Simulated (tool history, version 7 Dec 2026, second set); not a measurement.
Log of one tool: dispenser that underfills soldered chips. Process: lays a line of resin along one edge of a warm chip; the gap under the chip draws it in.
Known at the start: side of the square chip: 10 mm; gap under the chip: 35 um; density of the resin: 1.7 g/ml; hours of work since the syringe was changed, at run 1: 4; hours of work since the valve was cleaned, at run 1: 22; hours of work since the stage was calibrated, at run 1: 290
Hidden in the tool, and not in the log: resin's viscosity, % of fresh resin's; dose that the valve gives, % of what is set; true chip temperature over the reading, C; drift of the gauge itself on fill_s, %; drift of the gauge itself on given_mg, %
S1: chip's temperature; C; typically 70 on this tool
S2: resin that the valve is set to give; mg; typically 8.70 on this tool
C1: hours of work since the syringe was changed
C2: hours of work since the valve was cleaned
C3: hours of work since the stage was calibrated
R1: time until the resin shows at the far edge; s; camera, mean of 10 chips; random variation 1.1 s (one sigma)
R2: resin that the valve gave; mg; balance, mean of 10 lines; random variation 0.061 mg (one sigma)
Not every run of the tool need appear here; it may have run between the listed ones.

run	hour	S1	S2	C1	C2	C3	R1	R2
1	0.0	70	8.70	4	22	290	145.7	8.60
# hour 3.0: new syringe of resin
2	5.4	74	8.70	2	26	294	106.5	8.54
# hour 11.3: new syringe of resin
3	12.4	74	8.70	1	31	299	101.1	8.50
# hour 19.9: new syringe of resin
4	22.5	70	8.70	2	39	307	128.7	8.42
# hour 28.2: new syringe of resin
5	29.2	70	8.70	1	44	312	117.0	8.35
# hour 36.6: new syringe of resin
6	40.1	70	8.70	3	52	320	132.9	8.20
# hour 44.7: new syringe of resin
7	50.5	70	10.74	4	60	328	142.7	10.13
# hour 52.9: new syringe of resin
8	58.9	73	8.70	5	66	334	137.3	8.25
# hour 61.6: new syringe of resin
# hour 70.2: new syringe of resin
9	70.9	73	8.70	1	75	343	103.4	8.08
# hour 72.9: dispensing valve cleaned and set on the balance
# hour 80.0: new syringe of resin
10	82.7	70	8.70	2	7	351	131.6	8.66
# hour 88.3: new syringe of resin
11	91.3	66	8.70	2	14	358	153.3	8.63
# hour 96.7: new syringe of resin
12	98.1	66	8.70	1	19	363	145.9	8.59
# hour 105.5: new syringe of resin
13	106.9	70	8.70	1	26	369	122.9	8.44
# hour 113.5: new syringe of resin
14	117.8	70	8.70	3	34	378	138.8	8.48
# hour 121.6: new syringe of resin
15	123.3	70	8.70	1	38	382	123.5	8.42
# hour 130.2: new syringe of resin
16	131.3	70	8.70	1	44	388	120.9	8.40
# hour 138.6: new syringe of resin
17	142.0	70	8.70	3	52	396	135.3	8.37
# hour 147.2: new syringe of resin
18	153.7	77	8.20	5	61	405	117.7	7.73
# hour 156.0: new syringe of resin
19	161.3	77	8.20	4	66	410	112.3	7.78
# hour 164.2: new syringe of resin
20	170.8	77	8.20	5	74	418	117.3	7.62
# hour 172.5: new syringe of resin
# hour 175.8: dispensing valve cleaned and set on the balance
21	181.1	70	8.04	6	4	425	164.2	7.94
# hour 182.1: new syringe of resin
22	187.6	61	7.96	4	9	429	225.2	7.86
# hour 191.1: new syringe of resin
23	194.9	83	10.90	3	14	435	79.6	10.67
# hour 199.2: new syringe of resin
24	205.6	83	10.90	5	23	443	88.6	10.60
# hour 207.4: new syringe of resin
25	214.6	67	9.15	6	29	450	180.8	8.92
# hour 216.1: new syringe of resin
26	221.3	57	10.02	4	34	455	262.7	9.59
# hour 224.4: new syringe of resin
27	231.0	57	10.02	5	42	462	283.8	9.59
# hour 232.5: new syringe of resin
# hour 240.6: new syringe of resin
28	242.9	57	10.02	2	50	471	229.6	9.57
# hour 248.9: new syringe of resin
29	250.4	57	10.02	1	56	476	222.5	9.57
30	256.5	82	10.89	6	61	481	99.1	10.24
# hour 257.8: new syringe of resin
# hour 266.3: new syringe of resin
31	266.3	82	8.63	0	68	488	72.1	8.05
# hour 274.5: new syringe of resin
32	274.5	70	9.86	0	74	494	117.4	9.20
# hour 278.7: dispensing valve cleaned and set on the balance
33	282.2	76	9.09	5	3	500	120.4	9.12
# hour 284.0: new syringe of resin
34	290.9	67	9.09	5	9	506	184.9	9.09

Below, each run's measurement less what the same run would have read without the hidden state. Both values contain the same run-to-run variation, but the gauge's scatter may not be the same in both:
run	R1	R2
1	+40.6	-0.17
2	+17.3	-0.20
3	+12.7	-0.25
4	+23.9	-0.31
5	+12.6	-0.35
6	+28.2	-0.41
7	+39.8	-0.58
8	+43.7	-0.52
9	+11.9	-0.60
10	+25.9	-0.04
11	+28.4	-0.07
12	+20.0	-0.12
13	+17.5	-0.17
14	+33.7	-0.23
15	+19.3	-0.27
16	+16.5	-0.31
17	+29.6	-0.38
18	+38.2	-0.41
19	+32.9	-0.45
20	+38.5	-0.51
21	+58.3	-0.04
22	+68.5	-0.09
23	+18.4	-0.17
24	+28.9	-0.24
25	+62.8	-0.26
26	+78.5	-0.32
27	+101.3	-0.39
28	+46.8	-0.47
29	+38.5	-0.52
30	+35.9	-0.61
31	+8.3	-0.54
32	+13.0	-0.68
33	+40.9	-0.01
34	+65.6	-0.07
